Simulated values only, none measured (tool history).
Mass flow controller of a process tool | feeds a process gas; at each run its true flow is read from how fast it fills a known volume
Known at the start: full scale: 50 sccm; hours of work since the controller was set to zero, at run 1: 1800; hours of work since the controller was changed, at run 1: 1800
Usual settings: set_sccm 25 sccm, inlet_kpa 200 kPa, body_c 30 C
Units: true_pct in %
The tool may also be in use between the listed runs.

run	hour	set_sccm	inlet_kpa	body_c	hours of work since the controller was set to zero	hours of work since the controller was changed	true_pct
1	0.0	25	200	30	1800	1800	96.64
2	188.1	24	200	30	1881	1881	96.47
3	276.6	15	200	30	1919	1919	95.66
4	394.1	15	200	30	1969	1969	95.71
5	478.9	25	200	30	2006	2006	96.50
6	565.0	25	186	30	2043	2043	96.41
7	749.3	25	186	30	2122	2122	96.43
8	830.9	25	186	29	2157	2157	96.31
9	933.0	25	200	30	2201	2201	96.22
10	1056.0	12	200	30	2254	2254	94.97
11	1224.3	34	200	30	2326	2326	96.77
12	1405.2	34	200	30	2403	2403	96.70
13	1500.4	34	200	30	2444	2444	96.60
14	1671.9	15	200	26	2518	2518	95.08
15	1813.5	15	200	26	2579	2579	95.08
16	1895.1	38	264	30	2614	2614	97.26
17	1988.3	8	200	33	2654	2654	93.31
18	2129.3	8	263	20	2714	2714	93.89
19	2208.3	12	275	22	2748	2748	94.97
20	2284.1	25	275	22	2781	2781	96.22
21	2421.7	25	275	22	2840	2840	96.17

Run 22 comes next. What will it give?
22	2591.8	25	275	22	2913	2913	?

{"run 22": {"true_pct": 96.12}}
Without the tool's hidden state the same run would have given true_pct 99.26 %.
